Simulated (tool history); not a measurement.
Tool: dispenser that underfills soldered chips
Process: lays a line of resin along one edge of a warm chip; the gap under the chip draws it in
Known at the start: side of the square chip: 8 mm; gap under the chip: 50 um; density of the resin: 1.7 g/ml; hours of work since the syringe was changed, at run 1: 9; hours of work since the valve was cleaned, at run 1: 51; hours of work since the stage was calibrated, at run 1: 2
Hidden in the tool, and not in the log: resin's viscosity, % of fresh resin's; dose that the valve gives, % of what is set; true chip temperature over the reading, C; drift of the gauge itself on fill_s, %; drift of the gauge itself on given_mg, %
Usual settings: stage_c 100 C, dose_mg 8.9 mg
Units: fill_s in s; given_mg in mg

| run | hour | stage_c | dose_mg | hours of work since the syringe was changed | hours of work since the valve was cleaned | hours of work since the stage was calibrated | fill_s | given_mg |
|---|---|---|---|---|---|---|---|---|
| 1 | 0 | 100 | 8.9 | 9 | 51 | 2 | 120.5 | 8.57 |
|  | 1.3 | new syringe of resin |
| 2 | 3.5 | 100 | 8.9 | 1 | 53 | 4 | 78.5 | 8.61 |
| 3 | 5.8 | 100 | 8.9 | 3 | 54 | 6 | 86.6 | 8.64 |
| 4 | 8.2 | 100 | 8.9 | 4 | 55 | 7 | 92.7 | 8.5 |
| 5 | 11.6 | 106 | 8.9 | 6 | 58 | 9 | 81.9 | 8.48 |
| 6 | 15.7 | 106 | 8.9 | 9 | 60 | 12 | 96 | 8.49 |
|  | 16.4 | new syringe of resin |
| 7 | 19.6 | 106 | 8.9 | 2 | 62 | 14 | 64.9 | 8.57 |
| 8 | 22.1 | 106 | 8.9 | 4 | 64 | 16 | 70.4 | 8.55 |
| 9 | 26.8 | 106 | 8.9 | 6 | 67 | 18 | 83.5 | 8.51 |
| 10 | 29.8 | 106 | 8.9 | 8 | 69 | 20 | 91.9 | 8.49 |
|  | 31.4 | new syringe of resin |
| 11 | 33.8 | 106 | 8.9 | 1 | 71 | 23 | 63.2 | 8.5 |
| 12 | 38.3 | 106 | 8.9 | 4 | 74 | 25 | 73.3 | 8.39 |
| 13 | 42.3 | 100 | 8.9 | 7 | 76 | 28 | 108 | 8.37 |
| 14 | 45.2 | 100 | 8.9 | 9 | 78 | 30 | 118.2 | 8.41 |
|  | 46.4 | new syringe of resin |
| 15 | 49.5 | 100 | 11.05 | 2 | 81 | 32 | 81.9 | 10.46 |
| 16 | 54.1 | 92 | 10.09 | 5 | 83 | 35 | 134.9 | 9.34 |
| 17 | 58.4 | 92 | 10.09 | 7 | 86 | 38 | 154.1 | 9.5 |
|  | 61.7 | new syringe of resin |
| 18 | 61.7 | 109 | 10.09 | 0 | 88 | 40 | 50.9 | 9.54 |
| 19 | 65.6 | 101 | 8.02 | 2 | 90 | 42 | 81.9 | 7.49 |
| 20 | 67.7 | 89 | 11.56 | 4 | 92 | 43 | 141.3 | 10.78 |
| 21 | 71 | 98 | 9.99 | 6 | 94 | 45 | 108.7 | 9.28 |
| 22 | 74.5 | 88 | 9.37 | 8 | 96 | 48 | 188.4 | 8.72 |
|  | 76.9 | new syringe of resin |
| 23 | 77.1 | 88 | 9.37 | 0 | 97 | 49 | 120.4 | 8.73 |
| 24 | 80.5 | 100 | 10.67 | 2 | 99 | 51 | 80 | 9.92 |
| 25 | 83.3 | 100 | 9.36 | 4 | 101 | 53 | 90.1 | 8.66 |
|  | 88.1 | dispensing valve cleaned and set on the balance |
| 26 | 88.6 | 100 | 9.36 | 7 | 0 | 55 | 105.3 | 9.43 |
| 27 | 91.8 | 89 | 9 | 9 | 2 | 57 | 187.3 | 8.94 |

Forecast each of these 4 alternatives for the next run:
|  | 92.9 | new syringe of resin |
| A | 97 | 110 | 9.58 | 3 | 5 | 61 | ? | ? |
|  | 92.9 | new syringe of resin |
| B | 97 | 113 | 7.91 | 3 | 5 | 61 | ? | ? |
|  | 92.9 | new syringe of resin |
| C | 97 | 113 | 9 | 3 | 5 | 61 | ? | ? |
|  | 92.9 | new syringe of resin |
| D | 97 | 103 | 10.94 | 3 | 5 | 61 | ? | ? |

| run | fill_s | given_mg |
|---|---|---|
| A | 55.1 | 9.54 |
| B | 49.4 | 7.8 |
| C | 48.8 | 8.95 |
| D | 72.6 | 10.92 |
Without the tool's hidden state the same runs would have given:
| run | fill_s | given_mg |
|---|---|---|
| A | 49.3 | 9.57 |
| B | 44.2 | 7.83 |
| C | 43.6 | 8.98 |
| D | 65.1 | 10.96 |

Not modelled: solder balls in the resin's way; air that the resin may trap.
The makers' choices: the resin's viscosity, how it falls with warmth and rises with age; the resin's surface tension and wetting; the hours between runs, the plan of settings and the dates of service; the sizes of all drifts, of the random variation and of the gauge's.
